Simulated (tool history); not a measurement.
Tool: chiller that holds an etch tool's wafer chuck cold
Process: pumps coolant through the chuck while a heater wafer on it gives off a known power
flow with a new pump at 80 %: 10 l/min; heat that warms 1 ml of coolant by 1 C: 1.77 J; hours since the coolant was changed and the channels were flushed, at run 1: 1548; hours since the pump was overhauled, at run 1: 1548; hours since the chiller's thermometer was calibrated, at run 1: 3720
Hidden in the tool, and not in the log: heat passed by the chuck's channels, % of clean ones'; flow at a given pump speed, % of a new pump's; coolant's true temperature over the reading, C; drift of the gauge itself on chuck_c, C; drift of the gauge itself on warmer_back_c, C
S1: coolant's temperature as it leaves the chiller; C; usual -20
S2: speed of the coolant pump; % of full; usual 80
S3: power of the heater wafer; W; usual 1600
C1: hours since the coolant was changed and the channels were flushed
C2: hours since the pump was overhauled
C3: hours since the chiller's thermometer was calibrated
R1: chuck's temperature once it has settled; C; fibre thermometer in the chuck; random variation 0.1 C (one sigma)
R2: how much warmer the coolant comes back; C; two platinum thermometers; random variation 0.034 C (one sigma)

| run | day | S1 | S2 | S3 | C1 | C2 | C3 | R1 | R2 |
|---|---|---|---|---|---|---|---|---|---|
| 1 | 0.000 | -20 | 80 | 1600 | 1548 | 1548 | 3720 | -2.5 | 5.47 |
| 2 | 2.392 | -20 | 80 | 1600 | 1605 | 1605 | 3777 | -2.3 | 5.45 |
| 3 | 5.075 | -20 | 80 | 1600 | 1669 | 1669 | 3842 | -2.4 | 5.49 |
| 4 | 6.642 | -20 | 75 | 1600 | 1707 | 1707 | 3879 | -1.5 | 5.87 |
| 5 | 8.296 | -20 | 75 | 1600 | 1747 | 1747 | 3919 | -1.6 | 5.84 |
| 6 | 9.679 | -20 | 75 | 1600 | 1780 | 1780 | 3952 | -1.5 | 5.94 |
| 7 | 11.988 | -20 | 75 | 1600 | 1835 | 1835 | 4007 | -1.3 | 5.90 |
| 8 | 14.192 | -20 | 75 | 1600 | 1888 | 1888 | 4060 | -1.6 | 5.85 |
|  | 14.496 | chiller's thermometer calibrated |
| 9 | 15.708 | -29 | 87 | 914 | 1924 | 1924 | 29 | -19.5 | 2.89 |
| 10 | 18.671 | -29 | 87 | 914 | 1995 | 1995 | 100 | -19.6 | 2.87 |
| 11 | 20.679 | -23 | 90 | 914 | 2043 | 2043 | 148 | -14.0 | 2.84 |
| 12 | 22.608 | -24 | 90 | 914 | 2089 | 2089 | 195 | -15.0 | 2.84 |
| 13 | 24.088 | -20 | 64 | 1600 | 2125 | 2125 | 230 | 0.3 | 6.89 |
| 14 | 25.650 | -24 | 92 | 1155 | 2162 | 2162 | 268 | -12.4 | 3.47 |
| 15 | 27.404 | -24 | 92 | 1155 | 2204 | 2204 | 310 | -12.6 | 3.42 |
| 16 | 29.825 | -29 | 97 | 1600 | 2262 | 2262 | 368 | -13.7 | 4.55 |

3 ways to go on from here, each from the tool as it stands after run 16. What would each give?
| A | 32.000 | -20 | 76 | 1974 | 2315 | 2315 | 420 | ? | ? |
| B | 32.000 | -27 | 86 | 1605 | 2315 | 2315 | 420 | ? | ? |
| C | 32.000 | -22 | 76 | 1235 | 2315 | 2315 | 420 | ? | ? |

| run | R1 | R2 |
|---|---|---|
| A | 2.1 | 7.17 |
| B | -10.4 | 5.20 |
| C | -7.8 | 4.47 |
Without the tool's hidden state the same runs would have given:
| run | R1 | R2 |
|---|---|---|
| A | 1.0 | 7.04 |
| B | -11.2 | 5.10 |
| C | -8.6 | 4.39 |
